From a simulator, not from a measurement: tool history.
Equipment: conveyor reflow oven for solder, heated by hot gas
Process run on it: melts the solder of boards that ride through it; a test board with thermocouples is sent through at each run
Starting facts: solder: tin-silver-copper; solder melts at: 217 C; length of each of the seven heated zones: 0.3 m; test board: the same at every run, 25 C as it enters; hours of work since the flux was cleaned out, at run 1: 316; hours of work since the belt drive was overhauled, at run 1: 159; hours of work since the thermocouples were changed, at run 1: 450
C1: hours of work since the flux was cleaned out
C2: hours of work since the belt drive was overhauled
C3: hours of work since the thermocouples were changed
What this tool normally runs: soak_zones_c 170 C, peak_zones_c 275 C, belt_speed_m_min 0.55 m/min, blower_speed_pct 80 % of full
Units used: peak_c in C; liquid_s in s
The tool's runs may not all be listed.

run 1 hour=0 | soak_zones_c=170 peak_zones_c=275 belt_speed_m_min=0.55 blower_speed_pct=80 | C1=316 C2=159 C3=450 | peak_c=253 liquid_s=47.7
-- hour=8.7 flux residue cleaned out of gas plates and filters
run 2 hour=32.3 | soak_zones_c=170 peak_zones_c=270 belt_speed_m_min=0.55 blower_speed_pct=80 | C1=14 C2=176 C3=467 | peak_c=247.9 liquid_s=44
run 3 hour=53.3 | soak_zones_c=170 peak_zones_c=275 belt_speed_m_min=0.55 blower_speed_pct=51 | C1=27 C2=188 C3=479 | peak_c=243 liquid_s=38.6
run 4 hour=79.4 | soak_zones_c=170 peak_zones_c=275 belt_speed_m_min=0.55 blower_speed_pct=51 | C1=42 C2=204 C3=495 | peak_c=243.2 liquid_s=38.3
run 5 hour=115.7 | soak_zones_c=170 peak_zones_c=275 belt_speed_m_min=0.55 blower_speed_pct=51 | C1=64 C2=225 C3=516 | peak_c=243 liquid_s=38.5
run 6 hour=148 | soak_zones_c=170 peak_zones_c=275 belt_speed_m_min=0.55 blower_speed_pct=80 | C1=83 C2=245 C3=536 | peak_c=251.3 liquid_s=46.4
run 7 hour=192.1 | soak_zones_c=170 peak_zones_c=275 belt_speed_m_min=0.55 blower_speed_pct=80 | C1=109 C2=271 C3=562 | peak_c=251.2 liquid_s=46.4
-- hour=223 thermocouples of zones 6 and 7 changed
run 8 hour=224.7 | soak_zones_c=170 peak_zones_c=275 belt_speed_m_min=0.55 blower_speed_pct=80 | C1=127 C2=289 C3=1 | peak_c=252.6 liquid_s=47.6
run 9 hour=248.5 | soak_zones_c=170 peak_zones_c=269 belt_speed_m_min=0.55 blower_speed_pct=80 | C1=142 C2=303 C3=15 | peak_c=248.1 liquid_s=44.1
-- hour=273.5 flux residue cleaned out of gas plates and filters, once more
run 10 hour=297 | soak_zones_c=170 peak_zones_c=275 belt_speed_m_min=0.55 blower_speed_pct=80 | C1=14 C2=329 C3=41 | peak_c=256.4 liquid_s=50.4
run 11 hour=322.8 | soak_zones_c=170 peak_zones_c=275 belt_speed_m_min=0.55 blower_speed_pct=64 | C1=29 C2=345 C3=56 | peak_c=252.3 liquid_s=47.1
run 12 hour=368.4 | soak_zones_c=170 peak_zones_c=275 belt_speed_m_min=0.55 blower_speed_pct=64 | C1=56 C2=372 C3=84 | peak_c=251.8 liquid_s=47.1
run 13 hour=412 | soak_zones_c=170 peak_zones_c=275 belt_speed_m_min=0.55 blower_speed_pct=61 | C1=82 C2=398 C3=110 | peak_c=251.1 liquid_s=46.1
run 14 hour=451.2 | soak_zones_c=177 peak_zones_c=275 belt_speed_m_min=0.55 blower_speed_pct=80 | C1=106 C2=421 C3=133 | peak_c=257 liquid_s=52.9
run 15 hour=494.5 | soak_zones_c=177 peak_zones_c=275 belt_speed_m_min=0.55 blower_speed_pct=80 | C1=132 C2=447 C3=159 | peak_c=256.9 liquid_s=52.8
run 16 hour=539.3 | soak_zones_c=181 peak_zones_c=275 belt_speed_m_min=0.55 blower_speed_pct=80 | C1=158 C2=473 C3=185 | peak_c=257.6 liquid_s=54.4
run 17 hour=582.1 | soak_zones_c=159 peak_zones_c=275 belt_speed_m_min=0.657 blower_speed_pct=80 | C1=184 C2=499 C3=211 | peak_c=245.5 liquid_s=32.5
run 18 hour=620.7 | soak_zones_c=159 peak_zones_c=275 belt_speed_m_min=0.657 blower_speed_pct=80 | C1=207 C2=522 C3=234 | peak_c=245.4 liquid_s=32.5
run 19 hour=654.2 | soak_zones_c=171 peak_zones_c=275 belt_speed_m_min=0.55 blower_speed_pct=56 | C1=227 C2=542 C3=254 | peak_c=248.5 liquid_s=44.5
run 20 hour=675.6 | soak_zones_c=164 peak_zones_c=275 belt_speed_m_min=0.462 blower_speed_pct=80 | C1=239 C2=555 C3=267 | peak_c=260 liquid_s=61.5
run 21 hour=704.9 | soak_zones_c=164 peak_zones_c=275 belt_speed_m_min=0.462 blower_speed_pct=80 | C1=257 C2=572 C3=284 | peak_c=259.8 liquid_s=61.6
run 22 hour=733 | soak_zones_c=164 peak_zones_c=275 belt_speed_m_min=0.462 blower_speed_pct=80 | C1=274 C2=589 C3=301 | peak_c=259.7 liquid_s=61.2
run 23 hour=770 | soak_zones_c=156 peak_zones_c=289 belt_speed_m_min=0.462 blower_speed_pct=50 | C1=296 C2=611 C3=323 | peak_c=261.7 liquid_s=59.3
run 24 hour=792.9 | soak_zones_c=170 peak_zones_c=275 belt_speed_m_min=0.55 blower_speed_pct=77 | C1=309 C2=624 C3=336 | peak_c=253.8 liquid_s=48.8
-- hour=813.3 flux residue cleaned out of gas plates and filters
run 25 hour=827.6 | soak_zones_c=170 peak_zones_c=275 belt_speed_m_min=0.55 blower_speed_pct=77 | C1=9 C2=642 C3=354 | peak_c=255.4 liquid_s=50.1
run 26 hour=863.1 | soak_zones_c=160 peak_zones_c=269 belt_speed_m_min=0.61 blower_speed_pct=80 | C1=30 C2=663 C3=375 | peak_c=245.1 liquid_s=35.5
run 27 hour=896.1 | soak_zones_c=160 peak_zones_c=269 belt_speed_m_min=0.61 blower_speed_pct=80 | C1=49 C2=683 C3=395 | peak_c=244.7 liquid_s=35.5
run 28 hour=916.1 | soak_zones_c=160 peak_zones_c=269 belt_speed_m_min=0.61 blower_speed_pct=80 | C1=61 C2=695 C3=407 | peak_c=244.9 liquid_s=35.5
run 29 hour=960.7 | soak_zones_c=156 peak_zones_c=289 belt_speed_m_min=0.547 blower_speed_pct=58 | C1=88 C2=721 C3=433 | peak_c=257.8 liquid_s=47.3
run 30 hour=985.8 | soak_zones_c=184 peak_zones_c=272 belt_speed_m_min=0.556 blower_speed_pct=52 | C1=103 C2=736 C3=448 | peak_c=247.8 liquid_s=47.5

Pick out some run-to-run changes in peak_c. Of each, how much would a tool without hidden state show as well, from the settings, what came in and chance, and how much is left for the hidden state and any gauge scatter not in both results compared?
What the log doesn't record here: heat that the gas passes to the board, % of a clean oven's; belt's true speed, % of the reading; true gas temperature in zones 6 and 7 over the reading, C; drift of the gauge itself on peak_c, C; drift of the gauge itself on liquid_s, %.
Run 7 -> 8: thermocouples of zones 6 and 7 changed. peak_c +1.4 C: hidden state +1.8, all else -0.4.
Run 9 -> 10: peak_zones_c 269 -> 275, flux residue cleaned out of gas plates and filters, once more. peak_c +8.3 C: hidden state +3.6, all else +4.7.
Run 16 -> 17: soak_zones_c 181 -> 159, belt_speed_m_min 0.55 -> 0.657. peak_c -12.1 C: hidden state -0.5, all else -11.6.
Run 19 -> 20: soak_zones_c 171 -> 164, belt_speed_m_min 0.55 -> 0.462, blower_speed_pct 56 -> 80. peak_c +11.5 C: hidden state -0.2, all else +11.7.
Run 24 -> 25: flux residue cleaned out of gas plates and filters. peak_c +1.6 C: hidden state +1.5, all else +0.1.
Run 28 -> 29: soak_zones_c 160 -> 156, peak_zones_c 269 -> 289, belt_speed_m_min 0.61 -> 0.547, blower_speed_pct 80 -> 58. peak_c +12.9 C: hidden state +0, all else +12.9.
